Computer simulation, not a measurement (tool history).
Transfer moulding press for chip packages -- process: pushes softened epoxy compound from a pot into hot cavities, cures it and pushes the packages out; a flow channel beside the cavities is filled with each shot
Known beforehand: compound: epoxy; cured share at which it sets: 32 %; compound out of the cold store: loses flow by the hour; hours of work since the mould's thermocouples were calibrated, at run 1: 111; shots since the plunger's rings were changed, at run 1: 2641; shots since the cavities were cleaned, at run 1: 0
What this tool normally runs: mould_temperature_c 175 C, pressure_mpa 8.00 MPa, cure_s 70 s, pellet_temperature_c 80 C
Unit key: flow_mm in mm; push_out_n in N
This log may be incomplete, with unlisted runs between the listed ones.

run,hour,mould_temperature_c,pressure_mpa,cure_s,pellet_temperature_c,hours of work since the mould's thermocouples were calibrated,shots since the plunger's rings were changed,shots since the cavities were cleaned,incoming compound's hours out of the cold store,flow_mm,push_out_n
1,0.0,175,8.00,70,80,111,2641,0,8.7,1029,280
2,18.7,175,8.00,102,80,124,2984,343,14.1,974,255
3,48.8,175,8.00,102,80,145,3537,896,16.5,964,309
# hour 63.4: cavities cleaned with cleaning compound and waxed
4,87.8,175,8.00,102,80,171,4225,449,11.2,986,275
# hour 99.7: plunger's sealing rings changed
# hour 129.5: cavities cleaned with cleaning compound and waxed
5,134.7,175,8.00,102,80,201,615,95,12.3,1028,218
6,156.2,175,8.00,70,80,216,1008,488,35.3,892,394
# hour 193.0: cavities cleaned with cleaning compound and waxed
7,194.2,180,8.00,70,80,241,1678,21,44.7,818,218
8,235.0,180,8.00,70,80,270,2426,769,25.2,909,327
9,253.2,181,8.00,70,80,282,2760,1103,33.8,871,371
# hour 257.1: cavities cleaned with cleaning compound and waxed
10,290.0,181,8.00,70,80,307,3408,604,18.8,941,328
# hour 322.4: cavities cleaned with cleaning compound and waxed
11,330.2,175,8.00,70,80,334,4117,142,31.8,888,304
# hour 348.0: plunger's sealing rings changed
12,367.9,175,8.00,70,80,358,365,787,40.0,869,425
# hour 387.7: cavities cleaned with cleaning compound and waxed
13,397.9,175,8.00,70,80,378,888,187,22.3,965,343
14,428.1,175,8.00,70,80,399,1443,742,36.0,897,422
# hour 451.2: cavities cleaned with cleaning compound and waxed
15,465.0,175,8.00,70,80,424,2092,254,46.6,838,316
16,506.5,168,7.48,70,79,453,2853,1015,12.5,997,839
# hour 515.8: cavities cleaned with cleaning compound and waxed
17,550.1,172,7.48,52,79,482,3626,630,20.9,927,1145
# hour 581.3: cavities cleaned with cleaning compound and waxed
18,586.9,172,7.48,64,80,507,4273,103,32.5,865,471
# hour 596.3: plunger's sealing rings changed
19,619.7,172,7.48,64,80,528,431,659,14.3,985,702
20,639.4,172,7.48,64,80,541,791,1019,19.6,965,796
# hour 645.9: cavities cleaned with cleaning compound and waxed
21,666.5,167,7.74,84,80,559,1261,377,45.6,874,421
# hour 706.5: mould's thermocouples calibrated
# hour 711.3: cavities cleaned with cleaning compound and waxed
22,712.8,170,9.57,99,80,3,2046,27,45.1,930,212
23,732.6,170,9.57,99,80,17,2410,391,46.9,930,264
24,770.8,174,9.70,99,88,44,3111,1092,39.0,957,332
# hour 775.8: cavities cleaned with cleaning compound and waxed
25,796.5,172,7.34,99,88,61,3554,380,39.5,834,283
26,835.1,172,7.34,99,88,87,4261,1087,46.8,790,334
# hour 838.9: cavities cleaned with cleaning compound and waxed
# hour 846.7: plunger's sealing rings changed
27,856.4,172,8.74,99,88,99,176,275,28.2,985,249
28,889.5,175,7.86,70,80,122,784,883,31.7,912,423

Alternative continuations, all from the tool just after run 28; predict every row:
# hour 904.6: cavities cleaned with cleaning compound and waxed
A,931.4,183,8.00,51,75,151,1525,491,44.6,?,?
# hour 904.6: cavities cleaned with cleaning compound and waxed
B,931.4,178,6.66,70,88,151,1525,491,25.0,?,?
# hour 904.6: cavities cleaned with cleaning compound and waxed
C,931.4,175,7.01,70,80,151,1525,491,26.2,?,?

run,flow_mm,push_out_n
A,817,501
B,841,316
C,878,401
Had the tool no hidden state, the same runs would have come out as:
run,flow_mm,push_out_n
A,828,341
B,851,214
C,889,273

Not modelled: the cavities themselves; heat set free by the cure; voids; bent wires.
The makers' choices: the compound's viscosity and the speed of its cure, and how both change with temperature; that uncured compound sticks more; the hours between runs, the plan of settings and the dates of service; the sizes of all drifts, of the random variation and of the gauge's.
